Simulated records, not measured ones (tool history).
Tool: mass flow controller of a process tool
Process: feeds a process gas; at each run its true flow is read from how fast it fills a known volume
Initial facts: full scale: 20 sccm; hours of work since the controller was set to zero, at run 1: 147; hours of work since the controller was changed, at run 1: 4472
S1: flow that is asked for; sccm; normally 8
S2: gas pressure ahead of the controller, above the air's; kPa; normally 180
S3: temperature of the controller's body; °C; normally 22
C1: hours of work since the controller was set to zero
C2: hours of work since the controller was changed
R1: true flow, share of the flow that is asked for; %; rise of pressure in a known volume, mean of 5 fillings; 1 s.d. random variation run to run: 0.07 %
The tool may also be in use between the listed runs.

run,hour,S1,S2,S3,C1,C2,R1
1,0.0,8,180,22,147,4472,98.15
2,263.2,8,180,22,246,4571,98.09
3,400.0,8,180,22,297,4622,98.08
4,577.0,8,180,36,363,4688,96.33
5,835.0,8,180,36,460,4785,96.34
6,1177.2,8,140,36,589,4914,95.99
7,1460.6,8,180,22,695,5020,97.74
8,1797.6,10,180,22,821,5147,97.97
9,1997.5,10,180,22,896,5222,97.72
10,2192.8,10,180,21,970,5295,98.04
11,2401.6,10,180,21,1048,5373,97.92
12,2729.9,10,180,21,1171,5496,97.81
13,2887.2,10,180,23,1230,5555,97.62
14,3046.8,8,180,22,1290,5615,97.02
15,3264.5,8,180,22,1372,5697,97.18
16,3560.6,8,180,22,1483,5808,97.02
17,3828.2,8,180,24,1583,5909,96.71
18,4003.1,8,180,24,1649,5974,96.82
19,4176.8,8,180,24,1714,6039,96.69
20,4439.7,8,180,24,1813,6138,96.60
21,4674.2,8,223,24,1901,6226,96.67
22,4954.5,8,223,24,2006,6331,96.63
23,5127.1,8,180,20,2071,6396,96.87
24,5380.4,8,180,20,2166,6491,96.79
25,5542.1,8,180,20,2227,6552,96.77
26,5775.3,8,180,20,2314,6639,96.58
27,6033.4,8,180,20,2411,6736,96.48
28,6300.7,8,249,26,2511,6836,96.17
29,6466.6,8,249,26,2574,6899,96.24
30,6707.4,8,249,26,2664,6989,96.04
31,6898.2,8,156,40,2736,7061,94.00
32,7205.6,3,141,21,2851,7176,92.00
33,7393.6,18,159,23,2921,7247,97.97
34,7579.8,16,234,21,2991,7316,98.44
35,7775.2,16,235,22,3065,7390,98.20
36,8073.2,16,235,22,3176,7502,98.19
37,8404.9,8,170,22,3301,7626,95.65
38,8724.5,4,152,25,3421,7746,92.05
39,8877.1,6,152,27,3478,7803,93.72
40,9090.0,15,180,22,3558,7883,97.46
41,9410.7,3,256,22,3678,8004,90.88
42,9712.3,3,256,22,3792,8117,90.76
43,9938.6,3,256,22,3877,8202,90.50
44,10138.0,6,170,28,3951,8276,93.14
45,10356.5,12,180,27,4033,8358,95.69
46,10496.6,12,180,27,4086,8411,95.88
47,10689.4,12,180,27,4158,8483,95.79
48,10857.4,12,180,27,4221,8546,95.65

Predict each of these 4 candidate next runs independently; none follows another, all start after run 48:
# hour 10972.8: controller's zero set anew
A,10999.5,12,267,28,10,8600,?
# hour 10972.8: controller's zero set anew
B,10999.5,6,180,39,10,8600,?
# hour 10972.8: controller's zero set anew
C,10999.5,2,180,22,10,8600,?
# hour 10972.8: controller's zero set anew
D,10999.5,2,169,27,10,8600,?

run,R1
A,98.06
B,95.48
C,96.74
D,96.02
What these runs would have given with no unlogged condition in the tool:
run,R1
A,99.05
B,96.53
C,98.01
D,97.29

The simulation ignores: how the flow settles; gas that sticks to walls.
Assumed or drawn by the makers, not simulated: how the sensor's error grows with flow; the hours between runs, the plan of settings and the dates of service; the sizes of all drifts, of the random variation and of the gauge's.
